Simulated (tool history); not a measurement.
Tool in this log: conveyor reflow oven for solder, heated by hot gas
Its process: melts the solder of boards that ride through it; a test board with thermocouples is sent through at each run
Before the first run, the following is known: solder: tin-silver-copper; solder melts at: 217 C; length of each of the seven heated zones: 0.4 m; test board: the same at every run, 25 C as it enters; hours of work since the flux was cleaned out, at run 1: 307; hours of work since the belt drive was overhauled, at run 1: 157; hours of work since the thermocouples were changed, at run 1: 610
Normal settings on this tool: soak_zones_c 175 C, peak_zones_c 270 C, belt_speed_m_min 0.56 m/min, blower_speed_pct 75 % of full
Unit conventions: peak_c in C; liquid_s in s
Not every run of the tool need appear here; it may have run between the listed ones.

run   hour  soak_zones_c  peak_zones_c  belt_speed_m_min  blower_speed_pct  hours of work since the flux was cleaned out  hours of work since the belt drive was overhauled  hours of work since the thermocouples were changed  peak_c  liquid_s
  1      0           175           270              0.56                75                                           307                                                157                                                 610   252.5      65.6
  2   22.6           175           270              0.56                75                                           317                                                167                                                 620   251.4      65.3
  3   37.1           175           270              0.56                75                                           324                                                174                                                 626   252.1      65.2
  4   47.7           175           270              0.56                75                                           328                                                178                                                 631   252.1      64.7
  5   64.4           175           270              0.56                75                                           335                                                186                                                 638   253.1      65.2
  6   81.8           175           270             0.618                75                                           343                                                193                                                 646   248.9      56.1
  7  101.6           175           270             0.618                75                                           352                                                202                                                 654   248.3      55.5
  8  118.2           171           264              0.56                75                                           359                                                209                                                 662   246.6      57.7
  9  131.5           171           264              0.56                75                                           365                                                215                                                 667   246.5      58.2
 10    141           171           264              0.56                75                                           369                                                219                                                 671   246.2      57.8
 11  158.6           171           264              0.56                75                                           376                                                227                                                 679   245.4        58
 12  170.8           175           261              0.56                89                                           382                                                232                                                 684   246.1      60.9
 13  184.3           176           266              0.56                58                                           388                                                238                                                 690   243.9      56.6

3 ways to go on from here, each from the tool as it stands after run 13. What would each give?
  A  204.1           176           269             0.467                58                                           396                                                246                                                 699       ?         ?
  B  204.1           180           270             0.487                75                                           396                                                246                                                 699       ?         ?
  C  204.1           175           270             0.495                75                                           396                                                246                                                 699       ?         ?

run  peak_c  liquid_s
  A   252.2      79.1
  B   255.7      81.8
  C     255      76.9
Take away the tool's hidden state, keep each run's random variation, and the runs would have read:
run  peak_c  liquid_s
  A   257.1      83.6
  B   260.9      85.5
  C   260.5      81.1
